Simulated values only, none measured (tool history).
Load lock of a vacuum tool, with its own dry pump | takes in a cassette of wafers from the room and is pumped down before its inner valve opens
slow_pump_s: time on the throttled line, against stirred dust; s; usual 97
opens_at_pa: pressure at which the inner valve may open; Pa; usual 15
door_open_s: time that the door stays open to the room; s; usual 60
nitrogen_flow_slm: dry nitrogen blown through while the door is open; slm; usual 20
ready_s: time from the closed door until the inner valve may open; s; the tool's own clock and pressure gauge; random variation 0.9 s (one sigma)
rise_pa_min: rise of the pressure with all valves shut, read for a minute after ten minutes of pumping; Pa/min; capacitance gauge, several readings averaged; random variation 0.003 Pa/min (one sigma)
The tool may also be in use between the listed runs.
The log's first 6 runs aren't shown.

run	hour	slow_pump_s	opens_at_pa	door_open_s	nitrogen_flow_slm	hours that the pump has run since its overhaul	times that the door has closed on its seal	incoming humidity of the room's air, %	ready_s	rise_pa_min
7	547.0	97	15	60	20	1608	7068	48.0	140.6	0.025
8	617.9	97	15	60	20	1679	7181	45.1	139.9	0.017
9	711.2	97	15	60	20	1772	7330	47.3	139.9	0.024
10	799.2	97	15	60	20	1860	7471	46.5	141.5	0.023
11	868.8	97	15	60	20	1930	7582	41.3	139.9	0.018
12	966.8	97	15	60	20	2028	7738	46.1	140.7	0.024
13	1082.7	97	15	60	20	2143	7923	44.6	139.8	0.017
14	1165.3	97	15	60	20	2226	8055	45.6	140.2	0.019
15	1245.5	97	15	221	20	2306	8184	45.3	141.3	0.027
16	1304.7	97	15	221	20	2366	8278	47.1	141.8	0.031
17	1403.4	97	15	221	20	2464	8436	43.1	140.7	0.029
18	1477.7	97	15	221	20	2538	8554	42.6	140.3	0.029
19	1531.2	97	15	221	20	2592	8640	47.7	141.0	0.031
20	1606.5	97	15	221	20	2667	8760	46.7	141.1	0.038
21	1656.4	97	15	228	17	2717	8840	44.0	140.8	0.034

Run 22 comes next. What will it give?
22	1777.8	123	18	70	17	2839	9034	47.2	?	?

{"run 22": {"ready_s": 162.8, "rise_pa_min": 0.022}}
Without the tool's hidden state the same run would have given ready_s 162.7 s, rise_pa_min 0.022 Pa/min.

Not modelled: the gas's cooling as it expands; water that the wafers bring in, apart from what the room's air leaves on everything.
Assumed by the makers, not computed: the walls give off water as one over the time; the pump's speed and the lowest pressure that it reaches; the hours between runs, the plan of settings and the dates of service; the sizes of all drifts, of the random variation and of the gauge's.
